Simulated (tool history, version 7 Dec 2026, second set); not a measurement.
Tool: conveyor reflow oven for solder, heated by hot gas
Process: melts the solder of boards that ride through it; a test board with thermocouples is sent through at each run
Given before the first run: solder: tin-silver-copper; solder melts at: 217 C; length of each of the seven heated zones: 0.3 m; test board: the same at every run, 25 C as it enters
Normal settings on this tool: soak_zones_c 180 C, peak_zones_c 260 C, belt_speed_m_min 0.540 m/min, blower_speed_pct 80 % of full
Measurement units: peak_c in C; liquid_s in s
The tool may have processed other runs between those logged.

run    hour  soak_zones_c  peak_zones_c  belt_speed_m_min  blower_speed_pct  peak_c  liquid_s
  1     0.0           180           260             0.540                80   250.8      53.0
  2    62.9           180           260             0.540                80   251.1      52.7
  3   134.8           180           260             0.540                80   251.6      53.2
  4   175.9           180           260             0.540                80   250.3      52.2
  5   232.8           180           260             0.540                80   251.2      52.7
  6   305.7           180           260             0.507                80   252.2      57.9
  7   346.9           180           260             0.507                80   251.9      57.1
  8   416.2           180           253             0.540                80   244.8      48.8
  9   480.1           180           253             0.540                80   244.5      48.4
 10   533.4           180           253             0.540                80   244.2      48.9
 11   588.7           180           253             0.540                80   244.3      48.6
 12   664.1           180           253             0.540                80   244.4      49.2
 13   740.9           180           260             0.540                80   251.2      52.8
 14   797.7           180           260             0.540                80   251.1      53.1
 15   851.1           180           260             0.540                80   250.8      52.9
 16   916.0           169           272             0.534                66   259.4      53.9
 17   965.8           169           264             0.534                64   251.2      49.5
 18  1015.5           169           264             0.534                64   251.7      50.1
 19  1065.3           177           263             0.592                52   246.9      42.9
 20  1110.2           177           263             0.589                84   252.0      47.0
 21  1176.0           178           255             0.589                61   242.0      40.4
 22  1246.9           176           260             0.540                80   250.1      51.1
 23  1311.8           177           260             0.540                76   249.7      51.4
 24  1344.1           169           270             0.583                85   257.9      48.0
 25  1401.2           173           260             0.540                84   250.6      50.7
 26  1482.8           175           260             0.540                80   250.8      51.4
 27  1528.7           175           260             0.540                80   250.0      50.8
 28  1596.7           175           260             0.540                80   250.1      50.9
 29  1635.0           175           260             0.540                80   249.8      50.2
 30  1713.3           175           260             0.540                80   250.0      50.6

Between the runs listed above, the log contained 6 entries, not reproduced here. Where in the sequence does each belong, and how does what the log doesn't record of the tool's condition differ from the listed run before to the listed run after?
In the gap between runs 2 and 3: flux residue cleaned out of gas plates and filters (hour 132.7)
  heat that the gas passes to the board, % of a clean oven's: 99.6 -> 100; belt's true speed, % of the reading: 99.99 -> 99.98; true gas temperature in zones 6 and 7 over the reading, C: 0.12 -> 0.13
In the gap between runs 8 and 9: thermocouples of zones 6 and 7 changed (hour 442.4)
  heat that the gas passes to the board, % of a clean oven's: 99.7 -> 99.6; belt's true speed, % of the reading: 99.96 -> 99.95; true gas temperature in zones 6 and 7 over the reading, C: 0.17 -> -0.02
In the gap between runs 10 and 11: flux residue cleaned out of gas plates and filters (hour 575.4)
  heat that the gas passes to the board, % of a clean oven's: 99.5 -> 99.9; true gas temperature in zones 6 and 7 over the reading, C: -0.01 -> 0
In the gap between runs 17 and 18: flux residue cleaned out of gas plates and filters (hour 1015.5)
  heat that the gas passes to the board, % of a clean oven's: 99.5 -> 99.9; true gas temperature in zones 6 and 7 over the reading, C: 0.05 -> 0.06
In the gap between runs 25 and 26: flux residue cleaned out of gas plates and filters (hour 1454.6)
  heat that the gas passes to the board, % of a clean oven's: 99.5 -> 99.9; belt's true speed, % of the reading: 99.88 -> 99.87; true gas temperature in zones 6 and 7 over the reading, C: 0.12 -> 0.13
In the gap between runs 26 and 27: thermocouples of zones 6 and 7 changed (hour 1511.3)
  heat that the gas passes to the board, % of a clean oven's: 99.9 -> 99.8; true gas temperature in zones 6 and 7 over the reading, C: 0.13 -> -0.02
